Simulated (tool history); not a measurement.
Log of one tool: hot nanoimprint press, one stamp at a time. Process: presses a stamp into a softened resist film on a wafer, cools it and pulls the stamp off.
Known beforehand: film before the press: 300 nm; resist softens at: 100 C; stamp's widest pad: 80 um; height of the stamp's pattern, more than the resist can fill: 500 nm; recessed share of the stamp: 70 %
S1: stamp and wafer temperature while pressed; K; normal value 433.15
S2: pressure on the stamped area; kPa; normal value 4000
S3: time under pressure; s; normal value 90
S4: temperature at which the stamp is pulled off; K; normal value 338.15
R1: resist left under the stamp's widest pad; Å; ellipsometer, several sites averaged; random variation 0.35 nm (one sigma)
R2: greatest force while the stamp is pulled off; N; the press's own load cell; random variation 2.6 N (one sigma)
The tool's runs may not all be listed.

| run | hour | S1 | S2 | S3 | S4 | R1 | R2 |
|---|---|---|---|---|---|---|---|
| 1 | 0.0 | 433.15 | 4000 | 90 | 338.15 | 1276 | 178 |
|  | 22.8 | stamp cleaned and given a new release coat |
| 2 | 35.4 | 433.15 | 4000 | 90 | 338.15 | 1277 | 149 |
| 3 | 59.6 | 433.15 | 4000 | 46 | 338.15 | 1643 | 150 |
| 4 | 82.1 | 433.15 | 4000 | 46 | 338.15 | 1631 | 151 |
| 5 | 109.6 | 433.15 | 4000 | 46 | 338.15 | 1630 | 158 |
| 6 | 137.3 | 433.15 | 4000 | 46 | 338.15 | 1637 | 171 |
| 7 | 173.9 | 433.15 | 4000 | 46 | 338.15 | 1634 | 175 |
| 8 | 200.6 | 433.15 | 4000 | 90 | 324.15 | 1256 | 221 |
|  | 222.4 | stamp cleaned and given a new release coat |
| 9 | 236.0 | 433.15 | 4000 | 88 | 338.15 | 1265 | 142 |
| 10 | 260.8 | 429.15 | 5080 | 77 | 338.15 | 1576 | 149 |
| 11 | 283.0 | 433.15 | 4520 | 104 | 338.15 | 1119 | 156 |

Estimate the outcome of run 12 from the log above:
| 12 | 316.1 | 433.15 | 5810 | 92 | 327.15 | ? | ? |

{"run 12": {"R1": 1050, "R2": 194}}
Without the tool's hidden state the same run would have given R1 1082 Å, R2 171 N.

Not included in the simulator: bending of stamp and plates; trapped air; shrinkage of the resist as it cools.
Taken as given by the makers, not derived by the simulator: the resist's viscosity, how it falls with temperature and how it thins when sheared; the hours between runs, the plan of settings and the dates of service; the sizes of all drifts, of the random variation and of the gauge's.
